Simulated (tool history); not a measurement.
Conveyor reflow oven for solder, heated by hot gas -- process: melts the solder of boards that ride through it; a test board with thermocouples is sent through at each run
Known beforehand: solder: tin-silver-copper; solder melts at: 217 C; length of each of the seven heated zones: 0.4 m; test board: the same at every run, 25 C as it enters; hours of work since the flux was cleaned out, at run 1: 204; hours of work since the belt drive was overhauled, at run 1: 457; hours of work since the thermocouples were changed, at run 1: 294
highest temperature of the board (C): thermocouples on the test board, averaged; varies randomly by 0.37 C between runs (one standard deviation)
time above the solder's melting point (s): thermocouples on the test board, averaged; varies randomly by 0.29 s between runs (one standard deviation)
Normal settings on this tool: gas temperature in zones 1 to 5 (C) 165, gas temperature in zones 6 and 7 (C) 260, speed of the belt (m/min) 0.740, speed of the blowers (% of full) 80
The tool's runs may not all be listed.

run,hour,gas temperature in zones 1 to 5 (C),gas temperature in zones 6 and 7 (C),speed of the belt (m/min),speed of the blowers (% of full),hours of work since the flux was cleaned out,hours of work since the belt drive was overhauled,hours of work since the thermocouples were changed,highest temperature of the board (C),time above the solder's melting point (s)
1,0.0,165,260,0.740,80,204,457,294,246.1,43.0
2,13.4,163,260,0.740,80,213,466,303,245.7,42.3
3,22.0,163,260,0.620,80,219,472,309,250.4,55.2
4,35.1,163,260,0.620,80,228,481,318,250.2,56.0
# hour 46.5: flux residue cleaned out of gas plates and filters
5,57.6,163,260,0.620,80,8,493,330,250.7,55.8
6,75.3,165,260,0.819,80,20,505,342,243.9,35.9
7,91.9,165,260,0.819,80,31,516,354,243.1,35.6
8,108.7,165,260,0.752,80,43,528,365,245.4,41.8
9,120.7,165,260,0.752,80,51,536,373,246.1,41.4
10,130.2,165,260,0.752,62,57,542,380,240.4,36.0
11,137.5,165,260,0.752,74,62,547,385,244.3,40.0
12,148.7,165,260,0.752,74,70,555,392,244.8,40.5
13,164.7,165,260,0.752,74,81,566,403,244.5,40.3
14,182.5,165,260,0.752,74,93,578,416,244.2,39.7
15,199.6,165,260,0.752,74,105,590,427,244.5,40.2
16,213.9,165,260,0.702,74,115,600,437,246.3,45.6
17,228.1,165,260,0.803,74,124,609,447,242.2,35.9
18,243.6,165,260,0.803,74,135,620,457,242.0,35.7
19,251.1,157,258,0.740,72,140,625,463,241.4,36.2
20,265.0,168,258,0.740,57,150,635,472,237.9,35.0
21,274.3,168,274,0.655,56,156,641,478,255.6,55.4
22,286.7,168,274,0.655,56,164,650,487,255.9,55.2
23,296.3,161,271,0.655,56,171,656,494,252.8,50.4
24,306.3,161,271,0.655,56,178,663,500,251.8,50.5
25,323.0,165,271,0.643,52,189,674,512,251.5,52.9
26,334.1,165,271,0.752,54,197,682,519,246.7,40.2
27,345.3,165,274,0.711,80,204,690,527,260.1,53.6
28,359.6,165,274,0.711,87,214,699,537,261.5,54.4
29,375.7,170,274,0.699,52,225,710,548,252.2,49.4
# hour 390.3: flux residue cleaned out of gas plates and filters
30,396.5,170,274,0.699,52,4,721,559,252.8,49.4

5 ways to go on from here, each from the tool as it stands after run 30. What would each give?
A,404.0,165,252,0.619,53,9,726,564,?,?
B,404.0,165,260,0.662,80,9,726,564,?,?
C,404.0,165,252,0.740,80,9,726,564,?,?
D,404.0,153,260,0.709,73,9,726,564,?,?
E,404.0,172,274,0.841,52,9,726,564,?,?

run,highest temperature of the board (C),time above the solder's melting point (s)
A,236.9,40.9
B,249.0,51.5
C,239.4,37.8
D,243.8,39.8
E,244.4,35.3
With the hidden condition removed and each run's random variation left untouched, the same runs would have given:
run,highest temperature of the board (C),time above the solder's melting point (s)
A,236.9,40.9
B,249.0,51.6
C,239.5,37.8
D,243.9,39.8
E,244.5,35.3
